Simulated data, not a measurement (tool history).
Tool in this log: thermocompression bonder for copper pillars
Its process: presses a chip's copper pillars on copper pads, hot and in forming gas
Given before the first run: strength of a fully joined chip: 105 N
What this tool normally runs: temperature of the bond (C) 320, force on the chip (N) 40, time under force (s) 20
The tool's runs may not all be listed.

run	hour	temperature of the bond (C)	force on the chip (N)	time under force (s)	force that shears a chip off (N)
1	0.0	320	40	20	43.7
2	53.6	320	40	54	61.6
3	101.4	320	40	20	43.3
4	154.1	320	40	21	43.1
5	202.2	320	40	54	59.6
6	273.8	320	40	54	58.9
7	325.6	320	40	20	40.9
8	371.1	320	40	20	40.8
9	439.7	320	40	10	30.8
# hour 444.1: forming gas filter changed
10	475.5	320	35	20	38.1
11	513.3	320	55	20	59.1
12	563.7	320	55	20	59.7
13	594.0	320	55	20	58.8
14	635.5	320	40	37	53.2
# hour 641.5: force cell calibrated
15	675.7	320	40	37	52.9
16	738.5	320	40	37	51.6
17	784.4	320	40	37	51.0
# hour 841.4: force cell calibrated, once more
18	846.0	320	40	37	52.5
# hour 891.6: forming gas filter changed
19	898.2	320	40	37	56.6
20	959.5	320	52	38	70.2
21	1011.4	320	52	17	54.4
22	1047.9	337	50	16	58.3
23	1077.7	337	50	16	57.2
24	1117.9	308	40	20	39.2
25	1171.2	308	40	20	38.4
26	1204.9	315	60	42	74.0
27	1245.4	315	60	12	50.5
28	1315.2	315	60	12	50.0
# hour 1334.1: forming gas filter changed
29	1377.1	340	40	20	53.3
30	1424.7	312	47	52	67.3
31	1476.6	330	35	20	42.5
32	1548.0	330	59	16	63.6
33	1593.4	330	59	16	63.1
# hour 1626.9: heater calibrated with a thermocouple chip
34	1636.2	330	59	16	59.3
35	1681.5	300	33	10	19.8
36	1718.6	316	32	10	22.3
37	1756.4	301	42	30	40.1
# hour 1781.5: forming gas filter changed
38	1821.4	297	45	44	52.2

Forecast each of these 5 alternatives for the next run:
A	1892.1	320	55	13	?
B	1892.1	320	40	37	?
C	1892.1	337	25	24	?
D	1892.1	297	45	14	?
E	1892.1	318	40	32	?

run	force that shears a chip off (N)
A	49.7
B	52.8
C	31.5
D	33.4
E	49.4
With no hidden state in the tool, these same runs would have given:
run	force that shears a chip off (N)
A	51.6
B	54.8
C	32.8
D	34.8
E	51.3

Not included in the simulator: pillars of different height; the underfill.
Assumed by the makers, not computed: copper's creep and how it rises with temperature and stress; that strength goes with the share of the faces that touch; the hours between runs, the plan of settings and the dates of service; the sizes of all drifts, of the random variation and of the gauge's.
